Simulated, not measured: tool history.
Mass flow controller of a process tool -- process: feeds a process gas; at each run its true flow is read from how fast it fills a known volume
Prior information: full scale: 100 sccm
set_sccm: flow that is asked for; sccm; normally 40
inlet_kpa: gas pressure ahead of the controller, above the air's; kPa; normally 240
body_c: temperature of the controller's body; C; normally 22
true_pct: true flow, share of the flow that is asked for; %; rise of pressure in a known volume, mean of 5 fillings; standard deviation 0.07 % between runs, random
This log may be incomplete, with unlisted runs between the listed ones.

Run 1, hour 0.0: usual settings. Result: true_pct 98.29 %.
Run 2, hour 88.9: usual settings. Result: true_pct 98.37 %.
Run 3, hour 154.3: usual settings. Result: true_pct 98.29 %.
Run 4, hour 200.2: usual settings but inlet_kpa 275 kPa. Result: true_pct 98.15 %.
Run 5, hour 253.9: usual settings but inlet_kpa 185 kPa. Result: true_pct 98.67 %.
Run 6, hour 302.9: usual settings but inlet_kpa 185 kPa. Result: true_pct 98.67 %.
Run 7, hour 374.3: usual settings but inlet_kpa 185 kPa. Result: true_pct 98.56 %.
Run 8, hour 446.6: usual settings. Result: true_pct 98.43 %.
Run 9, hour 508.3: usual settings. Result: true_pct 98.45 %.
Run 10, hour 606.3: usual settings. Result: true_pct 98.35 %.
Run 11, hour 658.9: usual settings but set_sccm 17 sccm. Result: true_pct 99.09 %.
Run 12, hour 767.3: usual settings but set_sccm 17 sccm. Result: true_pct 99.18 %.
Run 13, hour 843.2: usual settings but set_sccm 17 sccm. Result: true_pct 99.08 %.
Run 14, hour 920.0: usual settings but set_sccm 17 sccm. Result: true_pct 99.30 %.
Run 15, hour 982.9: usual settings but inlet_kpa 219 kPa. Result: true_pct 98.49 %.
Run 16, hour 1041.1: usual settings but inlet_kpa 219 kPa. Result: true_pct 98.38 %.
Run 17, hour 1124.6: usual settings but inlet_kpa 219 kPa. Result: true_pct 98.40 %.
Run 18, hour 1174.2: usual settings but inlet_kpa 219 kPa. Result: true_pct 98.60 %.
Run 19, hour 1283.6: usual settings but set_sccm 33 sccm. Result: true_pct 98.51 %.
Run 20, hour 1358.8: usual settings but set_sccm 33 sccm. Result: true_pct 98.56 %.
Run 21, hour 1443.5: usual settings but set_sccm 33 sccm. Result: true_pct 98.45 %.
Run 22, hour 1523.4: usual settings but set_sccm 16 sccm, inlet_kpa 225 kPa. Result: true_pct 99.68 %.
Run 23, hour 1590.8: usual settings but set_sccm 15 sccm, inlet_kpa 171 kPa, body_c 20 C. Result: true_pct 100.25 %.
Run 24, hour 1652.8: usual settings but set_sccm 11 sccm, inlet_kpa 225 kPa, body_c 30 C. Result: true_pct 100.67 %.
Run 25, hour 1732.8: usual settings but set_sccm 10 sccm, inlet_kpa 147 kPa, body_c 30 C. Result: true_pct 101.41 %.
Run 26, hour 1803.9: usual settings but set_sccm 74 sccm, inlet_kpa 166 kPa, body_c 21 C. Result: true_pct 99.26 %.
Run 27, hour 1849.3: usual settings but set_sccm 38 sccm, inlet_kpa 269 kPa, body_c 25 C. Result: true_pct 98.26 %.
Run 28, hour 1908.1: usual settings but set_sccm 20 sccm, inlet_kpa 227 kPa, body_c 32 C. Result: true_pct 98.80 %.
Run 29, hour 1990.3: usual settings but set_sccm 20 sccm, inlet_kpa 236 kPa, body_c 23 C. Result: true_pct 99.21 %.
Run 30, hour 2061.0: usual settings but set_sccm 20 sccm, inlet_kpa 236 kPa, body_c 23 C. Result: true_pct 99.17 %.
Run 31, hour 2130.3: usual settings but set_sccm 20 sccm, inlet_kpa 236 kPa, body_c 23 C. Result: true_pct 99.29 %.
Run 32, hour 2237.2: usual settings but set_sccm 20 sccm, inlet_kpa 236 kPa, body_c 23 C. Result: true_pct 99.23 %.
Run 33, hour 2299.5: usual settings but set_sccm 91 sccm, inlet_kpa 163 kPa, body_c 37 C. Result: true_pct 98.91 %.
Run 34, hour 2347.9: usual settings but set_sccm 24 sccm, body_c 32 C. Result: true_pct 98.61 %.
Run 35, hour 2414.4: usual settings but set_sccm 28 sccm, inlet_kpa 166 kPa, body_c 24 C. Result: true_pct 98.96 %.
Run 36, hour 2505.0: usual settings but set_sccm 78 sccm, inlet_kpa 186 kPa, body_c 32 C. Result: true_pct 98.80 %.
Run 37, hour 2560.8: usual settings but set_sccm 66 sccm, body_c 38 C. Result: true_pct 98.02 %.

Same runs, no hidden state in the tool, same run-to-run variation:
The tool's hidden condition here consists of: flow at rest that the sensor doesn't see, % of full scale; true flow over the shown one, %; drift of the gauge itself on true_pct, %.
run  true_pct
  1     97.96
  2     98.03
  3     97.95
  4     97.81
  5     98.32
  6     98.31
  7     98.20
  8     98.07
  9     98.08
 10     97.97
 11     97.25
 12     97.29
 13     97.17
 14     97.36
 15     98.09
 16     97.97
 17     97.99
 18     98.18
 19     97.83
 20     97.87
 21     97.75
 22     97.33
 23     97.65
 24     96.79
 25     96.99
 26     99.41
 27     97.72
 28     96.97
 29     97.36
 30     97.30
 31     97.40
 32     97.31
 33     99.23
 34     97.14
 35     97.83
 36     99.01
 37     98.10
